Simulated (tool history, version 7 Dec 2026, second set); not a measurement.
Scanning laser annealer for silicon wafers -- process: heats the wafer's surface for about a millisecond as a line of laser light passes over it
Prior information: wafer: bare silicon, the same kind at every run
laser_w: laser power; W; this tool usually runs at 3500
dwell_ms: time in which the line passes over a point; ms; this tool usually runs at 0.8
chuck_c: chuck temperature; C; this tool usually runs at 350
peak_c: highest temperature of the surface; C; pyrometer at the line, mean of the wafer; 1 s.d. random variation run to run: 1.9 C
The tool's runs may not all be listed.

{"run": 1, "hour": 0.0, "laser_w": 3500, "dwell_ms": 0.8, "chuck_c": 350, "peak_c": 1102}
{"run": 2, "hour": 52.3, "laser_w": 3500, "dwell_ms": 0.637, "chuck_c": 350, "peak_c": 1018}
{"run": 3, "hour": 123.6, "laser_w": 3500, "dwell_ms": 0.637, "chuck_c": 350, "peak_c": 1021}
{"run": 4, "hour": 195.3, "laser_w": 3500, "dwell_ms": 0.8, "chuck_c": 350, "peak_c": 1105}
{"run": 5, "hour": 232.8, "laser_w": 3500, "dwell_ms": 0.8, "chuck_c": 350, "peak_c": 1099}
{"run": 6, "hour": 282.9, "laser_w": 3500, "dwell_ms": 0.658, "chuck_c": 350, "peak_c": 1029}
{"run": 7, "hour": 331.3, "laser_w": 3500, "dwell_ms": 0.658, "chuck_c": 350, "peak_c": 1031}
{"run": 8, "hour": 364.6, "laser_w": 3500, "dwell_ms": 0.658, "chuck_c": 356, "peak_c": 1034}
{"run": 9, "hour": 432.4, "laser_w": 3500, "dwell_ms": 0.658, "chuck_c": 356, "peak_c": 1037}
{"run": 10, "hour": 473.7, "laser_w": 3500, "dwell_ms": 0.697, "chuck_c": 356, "peak_c": 1057}
{"run": 11, "hour": 515.6, "laser_w": 3500, "dwell_ms": 0.659, "chuck_c": 381, "peak_c": 1057}
{"run": 12, "hour": 554.0, "laser_w": 3500, "dwell_ms": 0.659, "chuck_c": 381, "peak_c": 1062}
{"run": 13, "hour": 629.3, "laser_w": 3745, "dwell_ms": 0.8, "chuck_c": 319, "peak_c": 1141}
{"hour": 668.4, "done": "window over the wafer cleaned"}
{"run": 14, "hour": 694.8, "laser_w": 3721, "dwell_ms": 0.8, "chuck_c": 311, "peak_c": 1122}
{"run": 15, "hour": 736.4, "laser_w": 3721, "dwell_ms": 0.8, "chuck_c": 311, "peak_c": 1121}
{"run": 16, "hour": 808.5, "laser_w": 3626, "dwell_ms": 0.658, "chuck_c": 311, "peak_c": 1022}
{"run": 17, "hour": 868.5, "laser_w": 3782, "dwell_ms": 0.8, "chuck_c": 334, "peak_c": 1164}
{"run": 18, "hour": 925.5, "laser_w": 3145, "dwell_ms": 0.8, "chuck_c": 318, "peak_c": 971}

5 options for the next run, each taken on its own from the tool as it stands now. Forecast them:
{"run": "A", "hour": 1001.4, "laser_w": 3145, "dwell_ms": 0.8, "chuck_c": 373, "peak_c": "?"}
{"run": "B", "hour": 1001.4, "laser_w": 3145, "dwell_ms": 0.642, "chuck_c": 358, "peak_c": "?"}
{"run": "C", "hour": 1001.4, "laser_w": 3145, "dwell_ms": 0.8, "chuck_c": 339, "peak_c": "?"}
{"run": "D", "hour": 1001.4, "laser_w": 3500, "dwell_ms": 0.673, "chuck_c": 350, "peak_c": "?"}
{"run": "E", "hour": 1001.4, "laser_w": 3735, "dwell_ms": 0.915, "chuck_c": 319, "peak_c": "?"}

run=A peak_c=1028
run=B peak_c=946
run=C peak_c=991
run=D peak_c=1032
run=E peak_c=1193
Stripped of hidden state, with their random variation kept, the same runs would have yielded:
run=A peak_c=1029
run=B peak_c=947
run=C peak_c=992
run=D peak_c=1033
run=E peak_c=1194
